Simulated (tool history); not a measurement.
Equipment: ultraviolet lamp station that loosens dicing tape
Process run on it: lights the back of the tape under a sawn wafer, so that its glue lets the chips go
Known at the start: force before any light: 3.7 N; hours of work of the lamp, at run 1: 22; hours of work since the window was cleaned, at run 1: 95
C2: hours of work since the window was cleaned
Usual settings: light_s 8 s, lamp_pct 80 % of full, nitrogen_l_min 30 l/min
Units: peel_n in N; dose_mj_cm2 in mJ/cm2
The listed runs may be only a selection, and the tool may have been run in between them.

{"run": 1, "hour": 0.0, "light_s": 8, "lamp_pct": 80, "nitrogen_l_min": 30, "hours of work of the lamp": 22, "C2": 95, "peel_n": 0.274, "dose_mj_cm2": 289}
{"run": 2, "hour": 12.1, "light_s": 8, "lamp_pct": 80, "nitrogen_l_min": 30, "hours of work of the lamp": 31, "C2": 104, "peel_n": 0.281, "dose_mj_cm2": 287}
{"run": 3, "hour": 30.5, "light_s": 8, "lamp_pct": 80, "nitrogen_l_min": 30, "hours of work of the lamp": 45, "C2": 117, "peel_n": 0.281, "dose_mj_cm2": 283}
{"run": 4, "hour": 40.1, "light_s": 8, "lamp_pct": 80, "nitrogen_l_min": 9, "hours of work of the lamp": 52, "C2": 125, "peel_n": 0.635, "dose_mj_cm2": 283}
{"run": 5, "hour": 58.1, "light_s": 8, "lamp_pct": 80, "nitrogen_l_min": 26, "hours of work of the lamp": 66, "C2": 138, "peel_n": 0.324, "dose_mj_cm2": 282}
{"run": 6, "hour": 69.6, "light_s": 8, "lamp_pct": 80, "nitrogen_l_min": 30, "hours of work of the lamp": 74, "C2": 147, "peel_n": 0.307, "dose_mj_cm2": 279}
{"run": 7, "hour": 79.8, "light_s": 8, "lamp_pct": 80, "nitrogen_l_min": 30, "hours of work of the lamp": 82, "C2": 154, "peel_n": 0.289, "dose_mj_cm2": 277}
{"run": 8, "hour": 99.8, "light_s": 10, "lamp_pct": 80, "nitrogen_l_min": 30, "hours of work of the lamp": 97, "C2": 169, "peel_n": 0.203, "dose_mj_cm2": 346}
{"run": 9, "hour": 111.8, "light_s": 10, "lamp_pct": 80, "nitrogen_l_min": 30, "hours of work of the lamp": 106, "C2": 178, "peel_n": 0.193, "dose_mj_cm2": 339}
{"run": 10, "hour": 134.8, "light_s": 10, "lamp_pct": 80, "nitrogen_l_min": 30, "hours of work of the lamp": 123, "C2": 195, "peel_n": 0.207, "dose_mj_cm2": 340}
{"run": 11, "hour": 149.6, "light_s": 10, "lamp_pct": 80, "nitrogen_l_min": 57, "hours of work of the lamp": 134, "C2": 206, "peel_n": 0.158, "dose_mj_cm2": 330}
{"run": 12, "hour": 169.0, "light_s": 10, "lamp_pct": 80, "nitrogen_l_min": 57, "hours of work of the lamp": 149, "C2": 221, "peel_n": 0.166, "dose_mj_cm2": 334}
{"run": 13, "hour": 189.1, "light_s": 10, "lamp_pct": 80, "nitrogen_l_min": 57, "hours of work of the lamp": 164, "C2": 236, "peel_n": 0.158, "dose_mj_cm2": 327}
{"run": 14, "hour": 202.7, "light_s": 14, "lamp_pct": 80, "nitrogen_l_min": 30, "hours of work of the lamp": 174, "C2": 246, "peel_n": 0.141, "dose_mj_cm2": 458}
{"run": 15, "hour": 223.0, "light_s": 6, "lamp_pct": 80, "nitrogen_l_min": 30, "hours of work of the lamp": 189, "C2": 261, "peel_n": 0.57, "dose_mj_cm2": 197}
{"run": 16, "hour": 232.6, "light_s": 8, "lamp_pct": 65, "nitrogen_l_min": 30, "hours of work of the lamp": 196, "C2": 269, "peel_n": 0.469, "dose_mj_cm2": 212}
{"run": 17, "hour": 244.5, "light_s": 8, "lamp_pct": 65, "nitrogen_l_min": 30, "hours of work of the lamp": 205, "C2": 278, "peel_n": 0.482, "dose_mj_cm2": 215}
{"run": 18, "hour": 268.0, "light_s": 8, "lamp_pct": 86, "nitrogen_l_min": 30, "hours of work of the lamp": 223, "C2": 295, "peel_n": 0.306, "dose_mj_cm2": 276}
{"run": 19, "hour": 284.0, "light_s": 8, "lamp_pct": 80, "nitrogen_l_min": 30, "hours of work of the lamp": 235, "C2": 307, "peel_n": 0.358, "dose_mj_cm2": 253}
{"run": 20, "hour": 304.3, "light_s": 7, "lamp_pct": 80, "nitrogen_l_min": 30, "hours of work of the lamp": 250, "C2": 322, "peel_n": 0.443, "dose_mj_cm2": 220}
{"run": 21, "hour": 327.2, "light_s": 7, "lamp_pct": 80, "nitrogen_l_min": 30, "hours of work of the lamp": 267, "C2": 339, "peel_n": 0.468, "dose_mj_cm2": 213}
{"hour": 342.7, "done": "window cleaned of glue's vapour"}
{"run": 22, "hour": 346.8, "light_s": 7, "lamp_pct": 80, "nitrogen_l_min": 30, "hours of work of the lamp": 281, "C2": 3, "peel_n": 0.41, "dose_mj_cm2": 237}
{"run": 23, "hour": 368.2, "light_s": 14, "lamp_pct": 75, "nitrogen_l_min": 23, "hours of work of the lamp": 297, "C2": 19, "peel_n": 0.171, "dose_mj_cm2": 436}
{"run": 24, "hour": 384.9, "light_s": 15, "lamp_pct": 80, "nitrogen_l_min": 11, "hours of work of the lamp": 310, "C2": 32, "peel_n": 0.2, "dose_mj_cm2": 494}
{"run": 25, "hour": 396.9, "light_s": 15, "lamp_pct": 80, "nitrogen_l_min": 11, "hours of work of the lamp": 319, "C2": 41, "peel_n": 0.204, "dose_mj_cm2": 490}
{"run": 26, "hour": 410.2, "light_s": 8, "lamp_pct": 77, "nitrogen_l_min": 43, "hours of work of the lamp": 329, "C2": 51, "peel_n": 0.296, "dose_mj_cm2": 253}
{"run": 27, "hour": 420.1, "light_s": 7, "lamp_pct": 80, "nitrogen_l_min": 15, "hours of work of the lamp": 336, "C2": 58, "peel_n": 0.639, "dose_mj_cm2": 227}
{"run": 28, "hour": 439.6, "light_s": 13, "lamp_pct": 75, "nitrogen_l_min": 10, "hours of work of the lamp": 351, "C2": 73, "peel_n": 0.308, "dose_mj_cm2": 390}
{"run": 29, "hour": 455.6, "light_s": 13, "lamp_pct": 75, "nitrogen_l_min": 10, "hours of work of the lamp": 363, "C2": 84, "peel_n": 0.319, "dose_mj_cm2": 390}
{"run": 30, "hour": 477.2, "light_s": 13, "lamp_pct": 75, "nitrogen_l_min": 20, "hours of work of the lamp": 379, "C2": 101, "peel_n": 0.204, "dose_mj_cm2": 389}
{"run": 31, "hour": 495.9, "light_s": 13, "lamp_pct": 65, "nitrogen_l_min": 10, "hours of work of the lamp": 393, "C2": 115, "peel_n": 0.445, "dose_mj_cm2": 333}
{"run": 32, "hour": 508.6, "light_s": 13, "lamp_pct": 65, "nitrogen_l_min": 10, "hours of work of the lamp": 403, "C2": 124, "peel_n": 0.427, "dose_mj_cm2": 332}
{"run": 33, "hour": 530.6, "light_s": 11, "lamp_pct": 65, "nitrogen_l_min": 47, "hours of work of the lamp": 419, "C2": 141, "peel_n": 0.248, "dose_mj_cm2": 278}
{"run": 34, "hour": 549.3, "light_s": 8, "lamp_pct": 80, "nitrogen_l_min": 19, "hours of work of the lamp": 433, "C2": 155, "peel_n": 0.466, "dose_mj_cm2": 245}
{"run": 35, "hour": 562.8, "light_s": 8, "lamp_pct": 79, "nitrogen_l_min": 30, "hours of work of the lamp": 443, "C2": 165, "peel_n": 0.375, "dose_mj_cm2": 240}
{"run": 36, "hour": 585.6, "light_s": 8, "lamp_pct": 79, "nitrogen_l_min": 30, "hours of work of the lamp": 460, "C2": 182, "peel_n": 0.377, "dose_mj_cm2": 241}
{"run": 37, "hour": 602.5, "light_s": 8, "lamp_pct": 81, "nitrogen_l_min": 14, "hours of work of the lamp": 473, "C2": 194, "peel_n": 0.603, "dose_mj_cm2": 243}
{"run": 38, "hour": 620.2, "light_s": 8, "lamp_pct": 80, "nitrogen_l_min": 21, "hours of work of the lamp": 486, "C2": 208, "peel_n": 0.475, "dose_mj_cm2": 236}
{"run": 39, "hour": 633.8, "light_s": 8, "lamp_pct": 80, "nitrogen_l_min": 21, "hours of work of the lamp": 496, "C2": 218, "peel_n": 0.488, "dose_mj_cm2": 236}
{"run": 40, "hour": 654.0, "light_s": 8, "lamp_pct": 80, "nitrogen_l_min": 21, "hours of work of the lamp": 511, "C2": 233, "peel_n": 0.499, "dose_mj_cm2": 234}
{"run": 41, "hour": 667.0, "light_s": 8, "lamp_pct": 72, "nitrogen_l_min": 48, "hours of work of the lamp": 521, "C2": 243, "peel_n": 0.382, "dose_mj_cm2": 207}
{"run": 42, "hour": 684.7, "light_s": 6, "lamp_pct": 64, "nitrogen_l_min": 39, "hours of work of the lamp": 534, "C2": 256, "peel_n": 0.812, "dose_mj_cm2": 141}
{"run": 43, "hour": 700.3, "light_s": 6, "lamp_pct": 64, "nitrogen_l_min": 27, "hours of work of the lamp": 546, "C2": 268, "peel_n": 0.926, "dose_mj_cm2": 139}

Pick out some run-to-run changes in peel_n. Of each, how much would a tool without hidden state show as well, from the settings, what came in and chance, and how much is left for the hidden state and any gauge scatter not in both results compared?
The hidden state here: lamp's light, % of a new lamp's; light that the window lets through, % of a clean one's; drift of the gauge itself on peel_n, %; drift of the gauge itself on dose_mj_cm2, %.
Run 3 -> 4: nitrogen_l_min 30 -> 9. peel_n +0.354 N: hidden state +0.038, all else +0.316.
Run 14 -> 15: light_s 14 -> 6. peel_n +0.429 N: hidden state +0.116, all else +0.313.
Run 33 -> 34: light_s 11 -> 8, lamp_pct 65 -> 80, nitrogen_l_min 47 -> 19. peel_n +0.218 N: hidden state +0.083, all else +0.135.
Run 41 -> 42: light_s 8 -> 6, lamp_pct 72 -> 64, nitrogen_l_min 48 -> 39. peel_n +0.43 N: hidden state +0.131, all else +0.299.
